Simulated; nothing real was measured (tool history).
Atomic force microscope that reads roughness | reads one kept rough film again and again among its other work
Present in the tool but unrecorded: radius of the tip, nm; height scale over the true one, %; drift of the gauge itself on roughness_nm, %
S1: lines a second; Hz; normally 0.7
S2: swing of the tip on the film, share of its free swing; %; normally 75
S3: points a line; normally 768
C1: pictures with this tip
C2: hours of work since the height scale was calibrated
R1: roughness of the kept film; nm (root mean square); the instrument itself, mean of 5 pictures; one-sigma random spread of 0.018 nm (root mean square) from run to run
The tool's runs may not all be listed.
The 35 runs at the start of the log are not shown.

run,hour,S1,S2,S3,C1,C2,R1
# hour 1206.4: new tip fitted
36,1240.4,0.546,75,269,66,956,4.106
37,1272.8,0.546,75,269,128,974,3.918
38,1316.3,0.546,75,269,213,998,3.747
# hour 1321.1: new tip fitted
39,1339.6,0.909,83,358,36,1011,4.135
40,1374.9,0.909,83,274,104,1031,3.922
41,1406.2,3.915,75,512,165,1049,3.533
# hour 1436.6: new tip fitted
42,1440.5,3.915,75,512,8,1068,3.887
43,1463.7,2.397,75,512,53,1081,3.944
44,1513,1.067,89,638,148,1109,3.78
# hour 1550.3: new tip fitted
45,1550.3,1.067,89,638,0,1129,4.132
46,1599.2,2.02,63,291,95,1157,3.995
47,1631.4,1.254,73,970,157,1175,3.872
48,1654.6,1.339,59,970,202,1188,3.896
# hour 1663.7: new tip fitted
49,1690.2,1.339,59,970,51,1208,4.129
50,1724.7,1.339,59,970,118,1227,3.983
51,1752.3,1.768,82,872,171,1243,3.599
# hour 1778.3: new tip fitted
52,1782,0.696,82,310,7,1260,4.164

Below are 3 alternative next runs, each starting from the tool's condition after run 52. Predict each:
A,1830.5,0.645,59,876,101,1287,?
B,1830.5,0.696,82,827,101,1287,?
C,1830.5,0.611,67,353,101,1287,?

run,R1
A,4.052
B,3.955
C,4.038
With no hidden state in the tool, these same runs would have given:
run,R1
A,4.405
B,4.301
C,4.39
